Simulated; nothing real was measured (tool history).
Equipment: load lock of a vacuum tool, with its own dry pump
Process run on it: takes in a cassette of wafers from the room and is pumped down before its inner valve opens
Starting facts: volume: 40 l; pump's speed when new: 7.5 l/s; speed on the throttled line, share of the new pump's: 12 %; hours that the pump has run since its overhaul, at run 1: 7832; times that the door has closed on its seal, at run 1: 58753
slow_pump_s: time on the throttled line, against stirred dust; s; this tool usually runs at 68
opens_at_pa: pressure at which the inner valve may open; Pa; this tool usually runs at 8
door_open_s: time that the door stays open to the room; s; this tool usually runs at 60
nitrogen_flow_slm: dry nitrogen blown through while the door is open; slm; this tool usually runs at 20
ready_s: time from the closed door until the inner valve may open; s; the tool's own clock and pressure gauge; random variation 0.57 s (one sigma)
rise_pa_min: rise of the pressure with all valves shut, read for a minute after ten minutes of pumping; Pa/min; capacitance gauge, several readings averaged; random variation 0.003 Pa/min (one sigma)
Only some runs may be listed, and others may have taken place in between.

run     hour  slow_pump_s  opens_at_pa  door_open_s  nitrogen_flow_slm  hours that the pump has run since its overhaul  times that the door has closed on its seal  incoming humidity of the room's air, %  ready_s  rise_pa_min
  1      0.0           68            8           60                 20                                            7832                                       58753                                    45.0    109.9        0.025
  2    516.0           68            8           60                 20                                            8348                                       61286                                    44.2    110.0        0.029
  3    939.3           68            8           60                 20                                            8771                                       63362                                    48.9    110.8        0.033
      1277.5  -- door's seal changed, seat wiped
  4   1425.1           68            8           60                 20                                            9256                                         724                                    46.3    109.9        0.031
  5   1832.1           68            8           60                 20                                            9663                                        2721                                    49.5    109.8        0.027
  6   2121.9           68            8           60                 20                                            9952                                        4143                                    47.0    110.3        0.030
  7   2499.5           68            8           60                 20                                           10330                                        5995                                    42.5    111.3        0.025
  8   3117.5           68            7           60                 20                                           10948                                        9028                                    44.9    111.1        0.030
  9   3654.7           68            7           70                 20                                           11485                                       11664                                    45.6    112.4        0.034
 10   4122.4           68            8           60                 20                                           11953                                       13959                                    45.1    111.2        0.026
 11   4764.2           68            8           60                 20                                           12595                                       17108                                    43.1    109.7        0.024
 12   5266.8           68           15           60                 20                                           13097                                       19574                                    45.5    106.8        0.030
 13   5618.0           66            8           60                 20                                           13449                                       21297                                    43.2    107.7        0.027
 14   6224.4           66            8           60                 20                                           14055                                       24273                                    47.5    109.1        0.031
 15   6831.9           66            8           60                 20                                           14662                                       27254                                    45.7    108.7        0.029
 16   7280.4           66            8           60                 20                                           15111                                       29454                                    41.2    108.8        0.030
 17   7575.8           66            8           60                 20                                           15406                                       30904                                    45.2    108.8        0.031
 18   7879.3           68            8           60                 20                                           15710                                       32393                                    44.0    111.0        0.025
 19   8278.0           68            8           60                 20                                           16109                                       34349                                    43.1    110.0        0.025
 20   8895.2           68            8           60                 20                                           16726                                       37378                                    46.3    110.9        0.024
 21   9327.7           68            8           60                  9                                           17158                                       39500                                    45.4    110.2        0.044
      9437.2  -- dry pump taken out, an overhauled one fitted
 22   9608.7           68            8           60                  9                                             171                                       40849                                    45.6    111.0        0.047
 23  10086.9           68            8           60                  9                                             650                                       43195                                    43.4    110.7        0.041
 24  10694.9           68            8           35                 42                                            1258                                       46179                                    46.8    111.5        0.016
 25  11222.0           68            8           35                 42                                            1785                                       48765                                    45.9    110.5        0.016
 26  11547.4          117           16          101                 42                                            2110                                       50362                                    46.0    149.0        0.023
 27  11865.4           43            8           32                 35                                            2428                                       51922                                    40.9     88.7        0.017
 28  12441.3           43           12           32                 44                                            3004                                       54748                                    45.6     85.9        0.015
 29  13028.7           43           12           32                 44                                            3592                                       57630                                    47.1     87.0        0.014
 30  13648.0           58            7           51                 20                                            4211                                       60669                                    46.2    102.5        0.027
 31  14218.0           58            7           51                 20                                            4781                                       63466                                    45.3    102.8        0.029
     14527.8  -- door's seal changed, seat wiped
 32  14545.5           38           12           51                 20                                            5107                                          87                                    38.5     81.0        0.022
 33  14835.9           68            6           35                 20                                            5397                                        1511                                    45.2    111.4        0.022
 34  15247.4           74            8           34                 20                                            5809                                        3530                                    45.0    116.5        0.010
 35  15565.4           74            7           34                 11                                            6127                                        5091                                    47.8    117.9        0.025
 36  16011.4           74            7           54                 11                                            6573                                        7279                                    45.1    116.7        0.034
 37  16540.9           74            7           54                 11                                            7102                                        9877                                    45.7    117.1        0.033
 38  16849.6           74            7           54                 11                                            7411                                       11392                                    44.9    115.9        0.031

Across each entry between runs, compare the hidden state at the last listed run before it with the hidden state at the first listed run after it:
In the gap between runs 3 and 4: door's seal changed, seat wiped (hour 1277.5)
  leak at the door's seal, Pa l/s: 0.0029 -> 0.002
In the gap between runs 21 and 22: dry pump taken out, an overhauled one fitted (hour 9437.2)
  no difference in the tool's unlogged condition between these two runs
In the gap between runs 31 and 32: door's seal changed, seat wiped (hour 14527.8)
  leak at the door's seal, Pa l/s: 0.0028 -> 0.002
